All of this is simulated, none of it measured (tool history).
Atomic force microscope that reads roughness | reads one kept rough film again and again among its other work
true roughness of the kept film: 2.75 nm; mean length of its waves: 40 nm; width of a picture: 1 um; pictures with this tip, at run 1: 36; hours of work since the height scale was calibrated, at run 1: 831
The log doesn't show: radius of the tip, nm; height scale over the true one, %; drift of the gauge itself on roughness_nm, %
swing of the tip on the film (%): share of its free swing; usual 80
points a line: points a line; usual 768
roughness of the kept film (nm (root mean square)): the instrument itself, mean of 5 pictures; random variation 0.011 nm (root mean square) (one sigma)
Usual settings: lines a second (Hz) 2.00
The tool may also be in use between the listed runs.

run	hour	lines a second (Hz)	swing of the tip on the film (%)	points a line	pictures with this tip	hours of work since the height scale was calibrated	roughness of the kept film (nm (root mean square))
1	0.0	2.00	80	768	36	831	2.367
2	38.8	2.00	80	357	73	849	2.325
3	104.6	2.00	80	768	137	879	2.273
4	134.5	2.00	80	768	165	893	2.241
# hour 169.5: new tip fitted
5	192.1	2.00	84	768	21	919	2.358
6	231.9	2.00	84	768	60	937	2.314
7	297.2	2.00	80	768	122	967	2.293
8	348.9	3.34	80	768	172	991	2.122
# hour 374.2: new tip fitted
9	399.7	3.34	80	768	25	1014	2.278
10	437.6	3.34	80	768	61	1031	2.237
11	495.6	3.34	80	768	117	1058	2.167
12	542.6	3.34	80	768	162	1079	2.129
# hour 578.6: new tip fitted
13	600.6	3.34	80	768	21	1106	2.294
14	661.2	3.34	80	768	79	1134	2.204
15	731.3	2.00	76	768	147	1166	2.286
16	767.5	2.00	77	768	182	1182	2.217
# hour 784.9: new tip fitted
17	819.6	2.00	77	768	33	1206	2.410
# hour 824.2: height scale calibrated on a step standard
18	867.3	1.67	80	768	78	20	2.334
19	911.2	1.67	80	768	120	40	2.284
20	966.8	1.67	80	768	174	65	2.207
# hour 991.7: new tip fitted
21	1009.3	2.00	80	768	17	85	2.365
22	1044.1	2.00	80	768	51	101	2.310
23	1091.1	2.00	80	768	96	122	2.256
# hour 1101.0: height scale calibrated on a step standard, once more
24	1130.7	2.00	80	896	133	14	2.304
25	1186.9	2.00	80	896	187	39	2.249
# hour 1199.2: new tip fitted
26	1254.0	2.00	80	533	53	70	2.408
27	1295.7	3.25	70	768	93	89	2.350
28	1364.6	3.25	70	768	159	121	2.301
# hour 1403.5: new tip fitted
29	1406.8	2.00	80	623	3	140	2.480
30	1468.9	3.17	80	960	63	168	2.272
31	1523.2	1.52	85	909	115	193	2.331
32	1579.9	1.11	80	909	170	219	2.339
# hour 1607.5: new tip fitted
33	1613.8	1.70	59	782	6	234	2.588
34	1681.1	1.11	75	367	71	265	2.465
35	1732.9	3.01	75	337	121	289	2.264
36	1783.7	3.01	75	337	169	312	2.221
# hour 1815.1: new tip fitted
37	1843.4	0.71	75	337	27	340	2.531
38	1900.5	2.00	69	406	82	366	2.418
39	1957.7	2.00	79	773	137	392	2.301
40	2009.3	2.51	60	307	187	416	2.318
# hour 2022.0: new tip fitted
41	2069.4	1.46	64	307	45	443	2.499
42	2100.8	1.46	64	733	75	457	2.468
43	2154.3	3.78	81	768	127	482	2.135
44	2188.4	3.78	81	768	160	498	2.102
# hour 2230.1: new tip fitted
45	2234.0	3.78	81	428	4	518	2.274
46	2270.2	2.00	82	498	39	535	2.376
47	2327.9	2.00	86	643	94	561	2.280
48	2366.4	2.00	86	643	131	579	2.217
49	2406.8	2.00	57	818	170	597	2.386
# hour 2436.6: new tip fitted
50	2440.7	3.67	85	324	4	613	2.212
51	2509.8	0.75	64	835	71	645	2.521
52	2552.4	2.00	80	464	112	664	2.310

3 ways to go on from here, each from the tool as it stands after run 52. What would each give?
A	2585.2	1.47	67	350	143	679	?
B	2585.2	3.75	80	574	143	679	?
C	2585.2	1.75	77	550	143	679	?

run	roughness of the kept film (nm (root mean square))
A	2.374
B	2.139
C	2.325
Without the tool's hidden state the same runs would have given:
run	roughness of the kept film (nm (root mean square))
A	2.569
B	2.314
C	2.515
